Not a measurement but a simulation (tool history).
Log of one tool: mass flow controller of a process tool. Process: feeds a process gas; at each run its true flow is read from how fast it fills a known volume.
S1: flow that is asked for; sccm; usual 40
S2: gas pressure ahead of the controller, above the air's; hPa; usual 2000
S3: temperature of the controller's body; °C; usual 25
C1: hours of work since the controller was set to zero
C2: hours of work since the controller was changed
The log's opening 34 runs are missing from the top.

{"run": 35, "hour": 4077.6, "S1": 17, "S2": 2640, "S3": 39, "C1": 2856, "C2": 2856, "true flow (%)": 100.09}
{"hour": 4143.4, "done": "gauge calibrated"}
{"run": 36, "hour": 4184.7, "S1": 17, "S2": 2640, "S3": 39, "C1": 2916, "C2": 2916, "true flow (%)": 98.84}
{"run": 37, "hour": 4352.1, "S1": 10, "S2": 2310, "S3": 23, "C1": 3009, "C2": 3009, "true flow (%)": 99.36}
{"run": 38, "hour": 4488.2, "S1": 10, "S2": 2310, "S3": 23, "C1": 3085, "C2": 3085, "true flow (%)": 99.59}
{"run": 39, "hour": 4575.0, "S1": 16, "S2": 2790, "S3": 20, "C1": 3134, "C2": 3134, "true flow (%)": 100.25}
{"run": 40, "hour": 4678.8, "S1": 5, "S2": 1540, "S3": 25, "C1": 3192, "C2": 3192, "true flow (%)": 99.04}
{"run": 41, "hour": 4822.3, "S1": 11, "S2": 2410, "S3": 25, "C1": 3272, "C2": 3272, "true flow (%)": 99.91}
{"run": 42, "hour": 4938.8, "S1": 8, "S2": 2640, "S3": 31, "C1": 3337, "C2": 3337, "true flow (%)": 99.69}
{"run": 43, "hour": 5030.4, "S1": 32, "S2": 2640, "S3": 38, "C1": 3388, "C2": 3388, "true flow (%)": 100.06}
{"run": 44, "hour": 5123.0, "S1": 28, "S2": 1660, "S3": 25, "C1": 3440, "C2": 3440, "true flow (%)": 100.2}
{"run": 45, "hour": 5259.8, "S1": 28, "S2": 1660, "S3": 25, "C1": 3516, "C2": 3516, "true flow (%)": 100.35}
{"run": 46, "hour": 5423.3, "S1": 48, "S2": 2500, "S3": 40, "C1": 3608, "C2": 3608, "true flow (%)": 100.72}
{"run": 47, "hour": 5520.4, "S1": 39, "S2": 2000, "S3": 38, "C1": 3662, "C2": 3662, "true flow (%)": 100.41}

Below are 4 alternative next runs, each starting from the tool's condition after run 47. Predict each:
{"run": "A", "hour": 5677.9, "S1": 27, "S2": 1440, "S3": 29, "C1": 3750, "C2": 3750, "true flow (%)": "?"}
{"run": "B", "hour": 5677.9, "S1": 39, "S2": 2010, "S3": 23, "C1": 3750, "C2": 3750, "true flow (%)": "?"}
{"run": "C", "hour": 5677.9, "S1": 40, "S2": 1710, "S3": 27, "C1": 3750, "C2": 3750, "true flow (%)": "?"}
{"run": "D", "hour": 5677.9, "S1": 39, "S2": 2230, "S3": 38, "C1": 3750, "C2": 3750, "true flow (%)": "?"}

run=A true_flow_(%)=100.38
run=B true_flow_(%)=101.4
run=C true_flow_(%)=100.99
run=D true_flow_(%)=100.71
What these runs would have given with no unlogged condition in the tool:
run=A true_flow_(%)=98.85
run=B true_flow_(%)=99.85
run=C true_flow_(%)=99.44
run=D true_flow_(%)=99.17

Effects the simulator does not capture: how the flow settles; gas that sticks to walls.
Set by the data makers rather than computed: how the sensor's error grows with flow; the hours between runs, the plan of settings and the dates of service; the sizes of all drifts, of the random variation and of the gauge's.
